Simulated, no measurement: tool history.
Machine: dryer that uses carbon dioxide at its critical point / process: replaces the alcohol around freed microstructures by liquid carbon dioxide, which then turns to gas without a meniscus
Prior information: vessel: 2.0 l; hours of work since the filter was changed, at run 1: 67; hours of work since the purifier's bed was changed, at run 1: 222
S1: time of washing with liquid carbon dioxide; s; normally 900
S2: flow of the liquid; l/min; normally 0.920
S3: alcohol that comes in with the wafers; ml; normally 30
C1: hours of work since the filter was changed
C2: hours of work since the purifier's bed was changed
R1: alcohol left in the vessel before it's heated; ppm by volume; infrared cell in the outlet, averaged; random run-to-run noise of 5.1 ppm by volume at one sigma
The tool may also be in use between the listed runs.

Run 1, hour 0.0: usual settings; C1 67; C2 222. Result: R1 131 ppm by volume.
Run 2, hour 17.0: usual settings but S2 0.837 l/min; C1 79; C2 233. Result: R1 173 ppm by volume.
Run 3, hour 34.5: usual settings but S1 1080 s; C1 90; C2 245. Result: R1 93 ppm by volume.
Run 4, hour 50.6: usual settings but S1 1080 s; C1 101; C2 255. Result: R1 104 ppm by volume.
Run 5, hour 61.8: usual settings but S2 0.598 l/min; C1 108; C2 263. Result: R1 491 ppm by volume.
Run 6, hour 79.0: usual settings but S3 53 ml; C1 120; C2 274. Result: R1 196 ppm by volume.
Run 7, hour 93.8: usual settings but S3 53 ml; C1 130; C2 284. Result: R1 209 ppm by volume.
Run 8, hour 102.5: usual settings but S3 53 ml; C1 135; C2 290. Result: R1 201 ppm by volume.
Run 9, hour 122.5: usual settings but S3 82 ml; C1 149; C2 303. Result: R1 280 ppm by volume.
Run 10, hour 140.3: usual settings; C1 161; C2 315. Result: R1 161 ppm by volume.
Run 11, hour 152.3: usual settings; C1 169; C2 323. Result: R1 159 ppm by volume.
Run 12, hour 168.0: usual settings; C1 179; C2 334. Result: R1 152 ppm by volume.
Run 13, hour 187.4: usual settings; C1 192; C2 346. Result: R1 162 ppm by volume.
Run 14, hour 206.7: usual settings but S1 720 s; C1 205; C2 359. Result: R1 329 ppm by volume.
Run 15, hour 226.7: usual settings but S1 840 s, S2 0.757 l/min; C1 218; C2 373. Result: R1 370 ppm by volume.
Run 16, hour 234.9: usual settings but S1 660 s, S2 0.757 l/min; C1 223; C2 378. Result: R1 732 ppm by volume.
Run 17, hour 243.9: usual settings but S2 1.530 l/min; C1 229; C2 384. Result: R1 109 ppm by volume.
Run 18, hour 254.4: usual settings but S2 1.530 l/min; C1 236; C2 391. Result: R1 110 ppm by volume.
Run 19, hour 273.2: usual settings but S2 1.530 l/min; C1 249; C2 403. Result: R1 110 ppm by volume.
Run 20, hour 290.0: usual settings but S1 1260 s, S3 72 ml; C1 260; C2 415. Result: R1 143 ppm by volume.
Run 21, hour 303.3: usual settings but S1 1260 s, S3 72 ml; C1 269; C2 423. Result: R1 147 ppm by volume.
Run 22, hour 318.7: usual settings but S1 960 s, S2 0.657 l/min, S3 41 ml; C1 279; C2 434. Result: R1 524 ppm by volume.
Run 23, hour 335.1: usual settings but S2 1.544 l/min; C1 290; C2 445. Result: R1 121 ppm by volume.
Run 24, hour 352.0: usual settings but S1 540 s, S2 0.630 l/min, S3 49 ml; C1 301; C2 456. Result: R1 2933 ppm by volume.
Run 25, hour 371.6: usual settings but S1 540 s, S2 0.630 l/min, S3 49 ml; C1 314; C2 469. Result: R1 3077 ppm by volume.
Run 26, hour 391.6: usual settings but S2 1.458 l/min, S3 29 ml; C1 328; C2 482. Result: R1 142 ppm by volume.
Run 27, hour 410.9: usual settings but S1 840 s, S2 0.946 l/min; C1 340; C2 495. Result: R1 261 ppm by volume.

Branching from run 27: 4 alternative next runs. What would each branch give?
Run A, hour 428.1: usual settings but S1 840 s, S2 0.655 l/min; C1 352; C2 506. Result: R1 ?.
Run B, hour 428.1: usual settings but S1 840 s, S2 0.642 l/min, S3 105 ml; C1 352; C2 506. Result: R1 ?.
Run C, hour 428.1: usual settings but S1 840 s, S2 0.707 l/min, S3 45 ml; C1 352; C2 506. Result: R1 ?.
Run D, hour 428.1: usual settings but S2 1.240 l/min; C1 352; C2 506. Result: R1 ?.

run    R1
  A   650
  B  2005
  C   719
  D   149
Without the tool's hidden state the same runs would have given:
run    R1
  A   369
  B  1335
  C   409
  D    14
